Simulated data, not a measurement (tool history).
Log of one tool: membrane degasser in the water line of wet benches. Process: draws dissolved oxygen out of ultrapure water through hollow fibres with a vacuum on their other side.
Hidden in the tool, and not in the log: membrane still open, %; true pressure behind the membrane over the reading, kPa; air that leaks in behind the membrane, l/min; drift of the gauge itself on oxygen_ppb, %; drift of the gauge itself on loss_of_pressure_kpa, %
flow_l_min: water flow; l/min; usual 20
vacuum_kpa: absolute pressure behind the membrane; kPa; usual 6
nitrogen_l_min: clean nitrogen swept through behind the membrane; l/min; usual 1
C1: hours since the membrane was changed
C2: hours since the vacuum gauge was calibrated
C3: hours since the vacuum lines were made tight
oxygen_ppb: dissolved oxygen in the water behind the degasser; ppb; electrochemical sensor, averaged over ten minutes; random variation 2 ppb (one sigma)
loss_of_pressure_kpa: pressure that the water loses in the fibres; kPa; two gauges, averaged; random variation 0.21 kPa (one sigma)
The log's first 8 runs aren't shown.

{"run": 9, "hour": 1364.9, "flow_l_min": 20, "vacuum_kpa": 6, "nitrogen_l_min": 1, "C1": 3709, "C2": 6418, "C3": 2090, "oxygen_ppb": 194.4, "loss_of_pressure_kpa": 50.92}
{"run": 10, "hour": 1538.6, "flow_l_min": 20, "vacuum_kpa": 6, "nitrogen_l_min": 1, "C1": 3883, "C2": 6591, "C3": 2263, "oxygen_ppb": 196, "loss_of_pressure_kpa": 51.21}
{"run": 11, "hour": 1640.0, "flow_l_min": 26, "vacuum_kpa": 6, "nitrogen_l_min": 1, "C1": 3984, "C2": 6693, "C3": 2365, "oxygen_ppb": 259.8, "loss_of_pressure_kpa": 66.82}
{"run": 12, "hour": 1825.9, "flow_l_min": 26, "vacuum_kpa": 6, "nitrogen_l_min": 1, "C1": 4170, "C2": 6879, "C3": 2551, "oxygen_ppb": 258.3, "loss_of_pressure_kpa": 66.92}
{"run": 13, "hour": 1997.7, "flow_l_min": 20, "vacuum_kpa": 6, "nitrogen_l_min": 1.81, "C1": 4342, "C2": 7050, "C3": 2723, "oxygen_ppb": 144.8, "loss_of_pressure_kpa": 50.97}
{"run": 14, "hour": 2098.1, "flow_l_min": 20, "vacuum_kpa": 6, "nitrogen_l_min": 1.81, "C1": 4442, "C2": 7151, "C3": 2823, "oxygen_ppb": 145.7, "loss_of_pressure_kpa": 51.64}
{"run": 15, "hour": 2277.4, "flow_l_min": 30, "vacuum_kpa": 6, "nitrogen_l_min": 1.81, "C1": 4622, "C2": 7330, "C3": 3002, "oxygen_ppb": 231.2, "loss_of_pressure_kpa": 76.47}
{"run": 16, "hour": 2462.8, "flow_l_min": 30, "vacuum_kpa": 6, "nitrogen_l_min": 2.54, "C1": 4807, "C2": 7516, "C3": 3188, "oxygen_ppb": 207, "loss_of_pressure_kpa": 77.02}
{"run": 17, "hour": 2647.4, "flow_l_min": 29, "vacuum_kpa": 9.2, "nitrogen_l_min": 0.89, "C1": 4991, "C2": 7700, "C3": 3372, "oxygen_ppb": 508.5, "loss_of_pressure_kpa": 74.16}
{"run": 18, "hour": 2757.1, "flow_l_min": 24, "vacuum_kpa": 10.46, "nitrogen_l_min": 1.05, "C1": 5101, "C2": 7810, "C3": 3482, "oxygen_ppb": 437.1, "loss_of_pressure_kpa": 61.76}
{"hour": 2909.3, "done": "vacuum gauge calibrated"}
{"run": 19, "hour": 2977.6, "flow_l_min": 20, "vacuum_kpa": 12.34, "nitrogen_l_min": 1.47, "C1": 5321, "C2": 68, "C3": 3702, "oxygen_ppb": 350.7, "loss_of_pressure_kpa": 51.47}
{"run": 20, "hour": 3180.4, "flow_l_min": 20, "vacuum_kpa": 12.34, "nitrogen_l_min": 1.47, "C1": 5524, "C2": 271, "C3": 3905, "oxygen_ppb": 352.4, "loss_of_pressure_kpa": 51.15}
{"run": 21, "hour": 3377.0, "flow_l_min": 20, "vacuum_kpa": 4.79, "nitrogen_l_min": 1, "C1": 5721, "C2": 468, "C3": 4101, "oxygen_ppb": 139.8, "loss_of_pressure_kpa": 51.35}
{"run": 22, "hour": 3558.1, "flow_l_min": 20, "vacuum_kpa": 4.79, "nitrogen_l_min": 1, "C1": 5902, "C2": 649, "C3": 4282, "oxygen_ppb": 142.2, "loss_of_pressure_kpa": 51.49}
{"run": 23, "hour": 3679.8, "flow_l_min": 16, "vacuum_kpa": 5.63, "nitrogen_l_min": 0.48, "C1": 6023, "C2": 770, "C3": 4404, "oxygen_ppb": 214.6, "loss_of_pressure_kpa": 41.46}
{"hour": 3694.2, "done": "gauge calibrated"}
{"run": 24, "hour": 3801.7, "flow_l_min": 16, "vacuum_kpa": 5.63, "nitrogen_l_min": 0.48, "C1": 6145, "C2": 892, "C3": 4526, "oxygen_ppb": 217.4, "loss_of_pressure_kpa": 39.94}
{"run": 25, "hour": 3907.8, "flow_l_min": 12, "vacuum_kpa": 5.63, "nitrogen_l_min": 0.48, "C1": 6251, "C2": 998, "C3": 4632, "oxygen_ppb": 163.6, "loss_of_pressure_kpa": 30.32}
{"run": 26, "hour": 4028.8, "flow_l_min": 12, "vacuum_kpa": 5.63, "nitrogen_l_min": 0.48, "C1": 6372, "C2": 1119, "C3": 4753, "oxygen_ppb": 161.3, "loss_of_pressure_kpa": 30.72}
{"run": 27, "hour": 4162.9, "flow_l_min": 20, "vacuum_kpa": 4.88, "nitrogen_l_min": 0.42, "C1": 6506, "C2": 1254, "C3": 4887, "oxygen_ppb": 223.9, "loss_of_pressure_kpa": 50.4}
{"run": 28, "hour": 4326.2, "flow_l_min": 14, "vacuum_kpa": 3.62, "nitrogen_l_min": 1.78, "C1": 6670, "C2": 1417, "C3": 5051, "oxygen_ppb": 50.7, "loss_of_pressure_kpa": 35.03}
{"run": 29, "hour": 4525.2, "flow_l_min": 20, "vacuum_kpa": 6.6, "nitrogen_l_min": 1, "C1": 6869, "C2": 1616, "C3": 5250, "oxygen_ppb": 221.5, "loss_of_pressure_kpa": 50.22}
{"run": 30, "hour": 4634.0, "flow_l_min": 26, "vacuum_kpa": 7.37, "nitrogen_l_min": 1.36, "C1": 6978, "C2": 1725, "C3": 5358, "oxygen_ppb": 283.7, "loss_of_pressure_kpa": 66.01}
{"run": 31, "hour": 4784.8, "flow_l_min": 26, "vacuum_kpa": 3.72, "nitrogen_l_min": 1.62, "C1": 7128, "C2": 1875, "C3": 5509, "oxygen_ppb": 126, "loss_of_pressure_kpa": 66.34}

Forecast each of these 4 alternatives for the next run:
{"run": "A", "hour": 4885.6, "flow_l_min": 15, "vacuum_kpa": 6, "nitrogen_l_min": 0.91, "C1": 7229, "C2": 1976, "C3": 5610, "oxygen_ppb": "?", "loss_of_pressure_kpa": "?"}
{"run": "B", "hour": 4885.6, "flow_l_min": 20, "vacuum_kpa": 5.99, "nitrogen_l_min": 1, "C1": 7229, "C2": 1976, "C3": 5610, "oxygen_ppb": "?", "loss_of_pressure_kpa": "?"}
{"run": "C", "hour": 4885.6, "flow_l_min": 26, "vacuum_kpa": 3.72, "nitrogen_l_min": 1.04, "C1": 7229, "C2": 1976, "C3": 5610, "oxygen_ppb": "?", "loss_of_pressure_kpa": "?"}
{"run": "D", "hour": 4885.6, "flow_l_min": 15, "vacuum_kpa": 14.38, "nitrogen_l_min": 1, "C1": 7229, "C2": 1976, "C3": 5610, "oxygen_ppb": "?", "loss_of_pressure_kpa": "?"}

run=A oxygen_ppb=149.8 loss_of_pressure_kpa=38.03
run=B oxygen_ppb=195.5 loss_of_pressure_kpa=50.88
run=C oxygen_ppb=137.7 loss_of_pressure_kpa=65.7
run=D oxygen_ppb=414.8 loss_of_pressure_kpa=37.97
Without the tool's hidden state the same runs would have given:
run=A oxygen_ppb=149.7 loss_of_pressure_kpa=37.73
run=B oxygen_ppb=195.3 loss_of_pressure_kpa=50.47
run=C oxygen_ppb=137.5 loss_of_pressure_kpa=65.18
run=D oxygen_ppb=414.7 loss_of_pressure_kpa=37.67

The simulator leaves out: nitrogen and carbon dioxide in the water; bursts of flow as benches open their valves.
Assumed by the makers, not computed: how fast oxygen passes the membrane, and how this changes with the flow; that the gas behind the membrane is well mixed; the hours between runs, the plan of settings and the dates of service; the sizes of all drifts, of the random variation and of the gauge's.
